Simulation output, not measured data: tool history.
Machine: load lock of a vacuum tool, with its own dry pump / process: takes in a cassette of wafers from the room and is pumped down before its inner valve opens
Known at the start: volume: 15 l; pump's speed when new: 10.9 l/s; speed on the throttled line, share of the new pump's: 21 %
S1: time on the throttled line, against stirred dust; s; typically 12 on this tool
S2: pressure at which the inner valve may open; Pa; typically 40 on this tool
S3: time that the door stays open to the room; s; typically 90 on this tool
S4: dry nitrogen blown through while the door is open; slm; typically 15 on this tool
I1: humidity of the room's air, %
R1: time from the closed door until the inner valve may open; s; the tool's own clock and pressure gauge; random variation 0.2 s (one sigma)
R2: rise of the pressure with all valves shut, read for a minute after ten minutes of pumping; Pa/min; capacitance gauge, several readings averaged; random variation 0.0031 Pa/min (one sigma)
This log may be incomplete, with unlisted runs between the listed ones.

| run | day | S1 | S2 | S3 | S4 | I1 | R1 | R2 |
|---|---|---|---|---|---|---|---|---|
| 1 | 0.000 | 12 | 40 | 90 | 15 | 44.7 | 20.3 | 0.082 |
| 2 | 3.921 | 12 | 40 | 90 | 17 | 48.1 | 20.4 | 0.080 |
| 3 | 6.946 | 12 | 40 | 90 | 15 | 41.5 | 19.8 | 0.074 |
| 4 | 9.054 | 12 | 40 | 90 | 15 | 45.5 | 20.1 | 0.083 |
| 5 | 12.621 | 12 | 40 | 90 | 15 | 44.3 | 20.0 | 0.078 |
| 6 | 15.300 | 12 | 75 | 90 | 15 | 45.0 | 19.2 | 0.081 |
| 7 | 17.050 | 12 | 75 | 90 | 15 | 42.5 | 19.7 | 0.079 |
| 8 | 19.404 | 12 | 40 | 90 | 7 | 46.3 | 20.5 | 0.105 |
| 9 | 21.479 | 12 | 40 | 90 | 7 | 47.7 | 20.2 | 0.111 |
| 10 | 24.358 | 12 | 40 | 90 | 7 | 48.1 | 20.3 | 0.106 |

Each run again, without the hidden state but with its own random variation kept:
What the log doesn't record here: pump's speed, % of a new pump's; leak at the door's seal, Pa l/s; drift of the gauge itself on ready_s, %; drift of the gauge itself on rise_pa_min, %.
| run | R2 |
|---|---|
| 1 | 0.078 |
| 2 | 0.076 |
| 3 | 0.069 |
| 4 | 0.079 |
| 5 | 0.073 |
| 6 | 0.076 |
| 7 | 0.073 |
| 8 | 0.099 |
| 9 | 0.106 |
| 10 | 0.100 |
For R1, the value without the hidden state is never more than 0.1 s from the measured value.

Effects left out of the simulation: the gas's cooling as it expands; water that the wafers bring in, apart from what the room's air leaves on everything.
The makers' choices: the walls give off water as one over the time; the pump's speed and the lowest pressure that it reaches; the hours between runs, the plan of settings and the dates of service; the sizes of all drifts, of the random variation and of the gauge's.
